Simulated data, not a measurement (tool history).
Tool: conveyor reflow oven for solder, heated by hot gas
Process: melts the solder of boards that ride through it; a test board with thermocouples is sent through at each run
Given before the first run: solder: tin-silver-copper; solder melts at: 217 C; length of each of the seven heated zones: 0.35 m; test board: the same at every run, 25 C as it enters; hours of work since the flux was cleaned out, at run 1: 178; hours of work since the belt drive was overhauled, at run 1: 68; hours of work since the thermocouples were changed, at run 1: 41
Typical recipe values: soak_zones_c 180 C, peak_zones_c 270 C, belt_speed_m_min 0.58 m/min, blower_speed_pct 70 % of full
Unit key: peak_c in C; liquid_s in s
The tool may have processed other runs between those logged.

run	hour	soak_zones_c	peak_zones_c	belt_speed_m_min	blower_speed_pct	hours of work since the flux was cleaned out	hours of work since the belt drive was overhauled	hours of work since the thermocouples were changed	peak_c	liquid_s
1	0	180	270	0.58	70	178	68	41	252.9	56.4
2	8.4	180	270	0.58	70	182	72	45	253	56.1
3	20.6	180	270	0.58	70	188	77	50	253	56.7
4	32	180	270	0.58	70	193	83	56	253.2	56.2
# hour 36.8: belt drive overhauled, speed set with a stopwatch
5	42.7	180	270	0.58	70	196	3	59	252.8	57.1
6	54.5	180	270	0.58	70	202	8	64	252.7	55.7
7	59.9	180	270	0.58	70	204	11	67	252.5	56
8	67.3	180	270	0.58	70	208	14	70	252.9	56
9	77.9	180	270	0.592	70	212	19	75	251.8	54.2
10	85.8	180	270	0.592	70	216	23	79	251.4	54.3
11	92.7	180	259	0.58	89	219	26	82	247.3	54.4
12	98.6	181	283	0.58	89	222	29	85	268.7	65.5
13	104.2	166	270	0.671	70	225	31	87	244.2	37.3

Here are 3 independent what-if runs from the current tool condition. What would each one return?
# hour 110.8: belt drive overhauled, speed set with a stopwatch, once more
A	119.9	189	267	0.58	70	230	4	93	?	?
# hour 110.8: belt drive overhauled, speed set with a stopwatch, once more
B	119.9	187	270	0.58	70	230	4	93	?	?
# hour 110.8: belt drive overhauled, speed set with a stopwatch, once more
C	119.9	166	270	0.499	61	230	4	93	?	?

run	peak_c	liquid_s
A	251.7	58.8
B	253.7	59.5
C	252.2	59.3
Take away the tool's hidden state, keep each run's random variation, and the runs would have read:
run	peak_c	liquid_s
A	253.4	60.3
B	255.5	60.9
C	254	61.1
